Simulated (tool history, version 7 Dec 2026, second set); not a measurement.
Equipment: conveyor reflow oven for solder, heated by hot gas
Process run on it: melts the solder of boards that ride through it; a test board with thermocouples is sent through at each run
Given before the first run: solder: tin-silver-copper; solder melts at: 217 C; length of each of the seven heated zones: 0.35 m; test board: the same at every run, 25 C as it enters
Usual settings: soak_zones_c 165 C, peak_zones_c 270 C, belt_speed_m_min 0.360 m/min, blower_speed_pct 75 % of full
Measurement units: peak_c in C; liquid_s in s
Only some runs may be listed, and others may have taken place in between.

Run 1, hour 0.0: usual settings. Result: peak_c 261.1 C, liquid_s 94.8 s.
Run 2, hour 17.9: usual settings. Result: peak_c 261.4 C, liquid_s 94.6 s.
Run 3, hour 33.7: usual settings. Result: peak_c 261.5 C, liquid_s 95.3 s.
Run 4, hour 50.3: usual settings but blower_speed_pct 85 % of full. Result: peak_c 262.2 C, liquid_s 96.2 s.
Run 5, hour 69.0: usual settings but blower_speed_pct 85 % of full. Result: peak_c 262.1 C, liquid_s 96.1 s.
Run 6, hour 77.4: usual settings but blower_speed_pct 85 % of full. Result: peak_c 262.1 C, liquid_s 96.7 s.
At hour 91.6: thermocouples of zones 6 and 7 changed.
Run 7, hour 97.0: usual settings. Result: peak_c 259.7 C, liquid_s 94.0 s.
Run 8, hour 114.4: usual settings. Result: peak_c 259.7 C, liquid_s 94.5 s.
Run 9, hour 126.0: usual settings. Result: peak_c 259.6 C, liquid_s 93.5 s.
Run 10, hour 143.6: usual settings but peak_zones_c 259 C. Result: peak_c 249.8 C, liquid_s 84.0 s.
Run 11, hour 162.3: usual settings but peak_zones_c 259 C. Result: peak_c 249.2 C, liquid_s 83.6 s.
Run 12, hour 177.9: usual settings but peak_zones_c 259 C. Result: peak_c 249.6 C, liquid_s 84.6 s.
Run 13, hour 194.2: usual settings but peak_zones_c 276 C, belt_speed_m_min 0.389 m/min. Result: peak_c 263.1 C, liquid_s 88.9 s.
Run 14, hour 210.7: usual settings but peak_zones_c 276 C, belt_speed_m_min 0.389 m/min. Result: peak_c 263.2 C, liquid_s 89.5 s.
Run 15, hour 223.2: usual settings but peak_zones_c 276 C, belt_speed_m_min 0.389 m/min. Result: peak_c 262.9 C, liquid_s 89.0 s.
Run 16, hour 236.9: usual settings but soak_zones_c 160 C, peak_zones_c 276 C, belt_speed_m_min 0.318 m/min, blower_speed_pct 73 % of full. Result: peak_c 267.6 C, liquid_s 111.9 s.
Run 17, hour 257.5: usual settings but soak_zones_c 171 C, peak_zones_c 276 C, belt_speed_m_min 0.318 m/min, blower_speed_pct 80 % of full. Result: peak_c 269.6 C, liquid_s 119.0 s.
Run 18, hour 268.9: usual settings but belt_speed_m_min 0.400 m/min. Result: peak_c 256.8 C, liquid_s 80.4 s.
Run 19, hour 286.7: usual settings but soak_zones_c 153 C, belt_speed_m_min 0.368 m/min, blower_speed_pct 54 % of full. Result: peak_c 253.9 C, liquid_s 78.7 s.
Run 20, hour 299.9: usual settings but soak_zones_c 153 C, peak_zones_c 265 C, belt_speed_m_min 0.368 m/min, blower_speed_pct 64 % of full. Result: peak_c 251.1 C, liquid_s 77.9 s.
Run 21, hour 315.3: usual settings but soak_zones_c 153 C, peak_zones_c 265 C, belt_speed_m_min 0.368 m/min, blower_speed_pct 64 % of full. Result: peak_c 251.2 C, liquid_s 77.3 s.
Run 22, hour 330.4: usual settings but belt_speed_m_min 0.369 m/min, blower_speed_pct 67 % of full. Result: peak_c 257.9 C, liquid_s 89.6 s.
Run 23, hour 349.0: usual settings but belt_speed_m_min 0.369 m/min, blower_speed_pct 67 % of full. Result: peak_c 257.8 C, liquid_s 89.1 s.
Run 24, hour 364.1: usual settings but belt_speed_m_min 0.390 m/min, blower_speed_pct 71 % of full. Result: peak_c 256.9 C, liquid_s 83.4 s.

What if the next run were any one of these 5? Each begins from the tool's condition after run 24:
Run A, hour 374.0: usual settings but belt_speed_m_min 0.403 m/min, blower_speed_pct 69 % of full. Result: peak_c ?, liquid_s ?.
Run B, hour 374.0: usual settings but soak_zones_c 175 C, peak_zones_c 273 C, blower_speed_pct 55 % of full. Result: peak_c ?, liquid_s ?.
Run C, hour 374.0: usual settings but soak_zones_c 171 C, belt_speed_m_min 0.390 m/min, blower_speed_pct 52 % of full. Result: peak_c ?, liquid_s ?.
Run D, hour 374.0: usual settings but soak_zones_c 161 C, belt_speed_m_min 0.300 m/min. Result: peak_c ?, liquid_s ?.
Run E, hour 374.0: usual settings but belt_speed_m_min 0.413 m/min, blower_speed_pct 65 % of full. Result: peak_c ?, liquid_s ?.

run  peak_c  liquid_s
  A   255.2      79.3
  B   260.6      98.9
  C   254.1      82.3
  D   263.6     117.0
  E   253.9      74.8
With the hidden condition removed and each run's random variation left untouched, the same runs would have given:
run  peak_c  liquid_s
  A   255.9      79.1
  B   260.8      97.9
  C   254.5      81.7
  D   263.8     115.9
  E   254.6      74.7
